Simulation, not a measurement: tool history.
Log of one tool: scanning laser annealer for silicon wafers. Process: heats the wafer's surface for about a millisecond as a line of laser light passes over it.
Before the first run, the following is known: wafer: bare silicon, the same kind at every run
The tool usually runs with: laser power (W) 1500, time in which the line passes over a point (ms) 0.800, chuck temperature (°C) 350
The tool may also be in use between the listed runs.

run   hour  laser power (W)  time in which the line passes over a point (ms)  chuck temperature (°C)  highest temperature of the surface (°C)
  1    0.0             1500                                            0.800                     350                                     1139
      50.7  -- window over the wafer cleaned
  2   50.7             1500                                            0.800                     350                                     1180
  3   94.1             1500                                            0.800                     350                                     1179
  4  135.7             1500                                            0.587                     350                                     1047
  5  184.2             1500                                            0.587                     350                                     1041
  6  264.6             1500                                            0.587                     350                                     1038
     312.7  -- optics aligned, line set to its width
  7  346.6             1500                                            0.587                     350                                     1046
     356.6  -- laser's power meter calibrated
  8  432.3             1626                                            0.703                     387                                     1223
  9  497.9             1305                                            0.789                     369                                     1063
 10  578.3             1305                                            0.789                     369                                     1057
 11  624.1             1305                                            0.789                     369                                     1051
 12  665.1             1500                                            0.953                     362                                     1249
     713.1  -- window over the wafer cleaned
 13  745.7             1397                                            0.800                     390                                     1170
     797.3  -- laser's power meter calibrated, once more
 14  802.7             1397                                            0.800                     390                                     1164

Below are 5 alternative next runs, each starting from the tool's condition after run 14. Predict each:
  A  878.4             1589                                            0.800                     390                                        ?
  B  878.4             1397                                            0.588                     390                                        ?
  C  878.4             1407                                            0.611                     379                                        ?
  D  878.4             1397                                            0.800                     341                                        ?
  E  878.4             1397                                            0.936                     379                                        ?

run  highest temperature of the surface (°C)
  A                                     1278
  B                                     1039
  C                                     1043
  D                                     1109
  E                                     1213
Stripped of hidden state, with their random variation kept, the same runs would have yielded:
run  highest temperature of the surface (°C)
  A                                     1295
  B                                     1051
  C                                     1055
  D                                     1123
  E                                     1229
